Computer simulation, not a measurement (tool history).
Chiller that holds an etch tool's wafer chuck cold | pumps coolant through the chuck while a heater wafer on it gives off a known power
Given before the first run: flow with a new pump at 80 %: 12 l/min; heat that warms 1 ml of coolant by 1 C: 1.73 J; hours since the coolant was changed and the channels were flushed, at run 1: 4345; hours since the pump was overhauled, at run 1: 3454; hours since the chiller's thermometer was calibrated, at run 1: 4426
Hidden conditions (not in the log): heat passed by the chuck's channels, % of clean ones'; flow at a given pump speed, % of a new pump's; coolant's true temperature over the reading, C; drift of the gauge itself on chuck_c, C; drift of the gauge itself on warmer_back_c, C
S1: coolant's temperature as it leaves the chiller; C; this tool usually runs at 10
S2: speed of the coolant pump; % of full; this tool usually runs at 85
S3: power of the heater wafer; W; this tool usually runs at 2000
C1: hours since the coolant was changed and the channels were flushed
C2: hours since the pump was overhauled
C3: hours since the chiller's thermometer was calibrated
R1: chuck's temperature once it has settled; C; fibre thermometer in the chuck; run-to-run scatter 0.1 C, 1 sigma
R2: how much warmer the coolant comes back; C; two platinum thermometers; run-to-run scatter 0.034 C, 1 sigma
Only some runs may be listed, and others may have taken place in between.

run 1 hour=0.0 | S1=10 S2=85 S3=2000 | C1=4345 C2=3454 C3=4426 | R1=28.9 R2=5.51
run 2 hour=41.7 | S1=10 S2=85 S3=2000 | C1=4386 C2=3496 C3=4467 | R1=28.9 R2=5.47
run 3 hour=117.0 | S1=10 S2=85 S3=2000 | C1=4462 C2=3571 C3=4543 | R1=28.8 R2=5.47
run 4 hour=204.2 | S1=10 S2=85 S3=2000 | C1=4549 C2=3658 C3=4630 | R1=28.8 R2=5.38
run 5 hour=266.6 | S1=10 S2=85 S3=2000 | C1=4611 C2=3721 C3=4692 | R1=28.9 R2=5.38
run 6 hour=312.1 | S1=10 S2=85 S3=2000 | C1=4657 C2=3766 C3=4738 | R1=28.9 R2=5.39
run 7 hour=388.6 | S1=10 S2=85 S3=2000 | C1=4733 C2=3842 C3=4814 | R1=28.9 R2=5.32
run 8 hour=463.4 | S1=10 S2=85 S3=2217 | C1=4808 C2=3917 C3=4889 | R1=30.9 R2=5.85
run 9 hour=539.2 | S1=10 S2=85 S3=1395 | C1=4884 C2=3993 C3=4965 | R1=23.0 R2=3.64
run 10 hour=609.6 | S1=10 S2=85 S3=1395 | C1=4954 C2=4063 C3=5035 | R1=23.1 R2=3.64
run 11 hour=669.7 | S1=10 S2=82 S3=2000 | C1=5014 C2=4124 C3=5095 | R1=29.2 R2=5.44
run 12 hour=759.0 | S1=7 S2=82 S3=2000 | C1=5104 C2=4213 C3=5185 | R1=26.1 R2=5.46
run 13 hour=842.9 | S1=10 S2=61 S3=2000 | C1=5188 C2=4297 C3=5268 | R1=32.2 R2=7.26
run 14 hour=924.9 | S1=10 S2=61 S3=2000 | C1=5270 C2=4379 C3=5350 | R1=32.3 R2=7.24
run 15 hour=961.4 | S1=10 S2=69 S3=2000 | C1=5306 C2=4415 C3=5387 | R1=30.9 R2=6.37
run 16 hour=1020.4 | S1=10 S2=69 S3=2000 | C1=5365 C2=4474 C3=5446 | R1=31.1 R2=6.30
run 17 hour=1073.9 | S1=20 S2=71 S3=2566 | C1=5419 C2=4528 C3=5500 | R1=46.6 R2=8.03
run 18 hour=1143.0 | S1=20 S2=85 S3=2000 | C1=5488 C2=4597 C3=5569 | R1=39.0 R2=4.99
run 19 hour=1182.2 | S1=11 S2=72 S3=2021 | C1=5527 C2=4636 C3=5608 | R1=31.7 R2=6.03
-- hour=1213.0 gauge calibrated
run 20 hour=1240.1 | S1=11 S2=97 S3=2755 | C1=5585 C2=4694 C3=5666 | R1=35.5 R2=6.58
run 21 hour=1310.6 | S1=1 S2=63 S3=1139 | C1=5655 C2=4764 C3=5736 | R1=13.6 R2=4.08
-- hour=1358.9 chiller's thermometer calibrated
run 22 hour=1401.7 | S1=1 S2=63 S3=1139 | C1=5745 C2=4855 C3=43 | R1=13.3 R2=4.09
run 23 hour=1450.1 | S1=1 S2=63 S3=1139 | C1=5794 C2=4903 C3=91 | R1=13.5 R2=4.07
-- hour=1502.4 coolant changed, channels flushed
run 24 hour=1512.3 | S1=10 S2=85 S3=2414 | C1=10 C2=4959 C3=147 | R1=32.7 R2=6.46
run 25 hour=1572.3 | S1=17 S2=81 S3=2414 | C1=70 C2=5019 C3=207 | R1=40.3 R2=6.78
run 26 hour=1615.6 | S1=17 S2=81 S3=2414 | C1=113 C2=5063 C3=251 | R1=40.2 R2=6.73
run 27 hour=1660.5 | S1=16 S2=70 S3=2811 | C1=158 C2=5107 C3=296 | R1=45.2 R2=9.07
run 28 hour=1746.9 | S1=16 S2=70 S3=2811 | C1=244 C2=5194 C3=382 | R1=45.2 R2=9.10
run 29 hour=1819.4 | S1=10 S2=83 S3=2000 | C1=317 C2=5266 C3=455 | R1=29.1 R2=5.37
run 30 hour=1900.5 | S1=18 S2=86 S3=1575 | C1=398 C2=5347 C3=536 | R1=32.8 R2=4.00
run 31 hour=1987.2 | S1=10 S2=95 S3=1156 | C1=485 C2=5434 C3=622 | R1=20.0 R2=2.56

Hidden state at the last listed run before each entry between runs and at the first one after, where it differs:
After run 19, before run 20: gauge calibrated (hour 1213.0)
  drift of the gauge itself on warmer_back_c, C: -0.43 -> -0.01
  measured less the result without the state, R2: -0.43 -> -0.01 C
After run 21, before run 22: chiller's thermometer calibrated (hour 1358.9)
  coolant's true temperature over the reading, C: -0.01 -> 0; drift of the gauge itself on warmer_back_c, C: -0.04 -> -0.07
  measured less the result without the state, R2: -0.03 -> -0.07 C
After run 23, before run 24: coolant changed, channels flushed (hour 1502.4)
  heat passed by the chuck's channels, % of clean ones': 99.8 -> 100; drift of the gauge itself on warmer_back_c, C: -0.09 -> -0.11
  measured less the result without the state, R2: -0.08 -> -0.10 C
